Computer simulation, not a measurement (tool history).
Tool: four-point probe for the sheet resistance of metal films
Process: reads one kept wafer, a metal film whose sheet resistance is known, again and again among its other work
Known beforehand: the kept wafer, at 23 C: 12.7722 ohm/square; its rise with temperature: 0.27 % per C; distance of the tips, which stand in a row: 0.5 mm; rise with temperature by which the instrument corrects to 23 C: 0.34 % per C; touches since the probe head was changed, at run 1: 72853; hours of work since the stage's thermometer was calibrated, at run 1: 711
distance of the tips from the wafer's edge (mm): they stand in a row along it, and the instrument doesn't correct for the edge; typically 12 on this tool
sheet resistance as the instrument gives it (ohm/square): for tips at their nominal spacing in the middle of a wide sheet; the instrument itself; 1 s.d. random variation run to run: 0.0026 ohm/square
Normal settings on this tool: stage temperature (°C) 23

run	day	stage temperature (°C)	distance of the tips from the wafer's edge (mm)	touches since the probe head was changed	hours of work since the stage's thermometer was calibrated	sheet resistance as the instrument gives it (ohm/square)
1	0.000	23	12	72853	711	12.871399
2	2.904	24	12	74373	762	12.864013
3	6.017	24	12	76000	817	12.867375
4	9.338	24	12	77737	875	12.865981
5	12.762	23	12	79528	936	12.875561
6	16.358	24	12	81408	999	12.868704
7	17.904	23	12	82216	1026	12.878940
8	19.529	23	12	83067	1055	12.875594
9	23.200	23	12	84986	1119	12.882632
10	25.592	23	12	86236	1161	12.883008
11	28.954	23	12	87996	1220	12.887343
# day 31.633: stage's thermometer calibrated
12	31.633	23	12	89386	0	12.879977
13	33.779	19	40	90508	38	12.903360
14	35.442	19	40	91376	67	12.907084
15	37.471	31	13	92437	103	12.803455
16	39.612	31	13	93558	140	12.801465
17	41.996	23	3	94805	182	13.057509
18	43.804	35	69	95751	214	12.754403
19	46.838	26	37	97337	267	12.842426
20	48.888	26	37	98407	303	12.837768
21	52.008	26	37	100040	358	12.843556
22	55.258	33	7	101740	415	12.817944
23	57.350	33	7	102833	452	12.812853

Predict each of these 4 candidate next runs independently; none follows another, all start after run 23:
A	60.733	33	44	104604	512	?
B	60.733	33	70	104604	512	?
C	60.733	20	12	104604	512	?
D	60.733	23	6	104604	512	?

run	sheet resistance as the instrument gives it (ohm/square)
A	12.784340
B	12.783638
C	12.915924
D	12.923988
With the hidden condition removed and each run's random variation left untouched, the same runs would have given:
run	sheet resistance as the instrument gives it (ohm/square)
A	12.679856
B	12.679159
C	12.810168
D	12.818236

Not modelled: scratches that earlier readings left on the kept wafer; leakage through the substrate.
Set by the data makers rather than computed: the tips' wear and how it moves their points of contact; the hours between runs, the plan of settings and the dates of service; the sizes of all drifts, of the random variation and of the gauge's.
